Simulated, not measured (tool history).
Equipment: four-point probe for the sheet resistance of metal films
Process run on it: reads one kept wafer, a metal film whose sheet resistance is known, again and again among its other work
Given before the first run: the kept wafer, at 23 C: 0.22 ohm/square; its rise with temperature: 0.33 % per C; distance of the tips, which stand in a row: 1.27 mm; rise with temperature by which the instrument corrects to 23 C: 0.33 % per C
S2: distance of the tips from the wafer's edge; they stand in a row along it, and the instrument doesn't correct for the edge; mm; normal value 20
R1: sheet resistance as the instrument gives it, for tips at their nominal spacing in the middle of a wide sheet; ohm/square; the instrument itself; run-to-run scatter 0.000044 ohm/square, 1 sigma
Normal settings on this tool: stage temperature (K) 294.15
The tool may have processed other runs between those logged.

{"run": 1, "day": 0.0, "stage temperature (K)": 294.15, "S2": 20, "R1": 0.219174}
{"run": 2, "day": 1.038, "stage temperature (K)": 294.15, "S2": 20, "R1": 0.219178}
{"run": 3, "day": 2.242, "stage temperature (K)": 294.15, "S2": 20, "R1": 0.219121}
{"run": 4, "day": 3.171, "stage temperature (K)": 294.15, "S2": 20, "R1": 0.219128}
{"run": 5, "day": 3.758, "stage temperature (K)": 294.15, "S2": 3, "R1": 0.237717}
{"run": 6, "day": 4.3, "stage temperature (K)": 294.15, "S2": 3, "R1": 0.23777}
{"run": 7, "day": 5.242, "stage temperature (K)": 301.15, "S2": 5, "R1": 0.226008}
{"run": 8, "day": 5.771, "stage temperature (K)": 301.15, "S2": 5, "R1": 0.22605}
{"run": 9, "day": 6.546, "stage temperature (K)": 294.15, "S2": 11, "R1": 0.220094}
{"run": 10, "day": 7.717, "stage temperature (K)": 294.15, "S2": 11, "R1": 0.220063}
{"run": 11, "day": 8.438, "stage temperature (K)": 296.15, "S2": 11, "R1": 0.220117}

The next listed run, before its measurement:
{"run": 12, "day": 9.392, "stage temperature (K)": 296.15, "S2": 11, "R1": "?"}

R1: 0.220101 ohm/square
Were there no unlogged condition in the tool, this run, its random variation unchanged, would have produced R1 0.221558 ohm/square.

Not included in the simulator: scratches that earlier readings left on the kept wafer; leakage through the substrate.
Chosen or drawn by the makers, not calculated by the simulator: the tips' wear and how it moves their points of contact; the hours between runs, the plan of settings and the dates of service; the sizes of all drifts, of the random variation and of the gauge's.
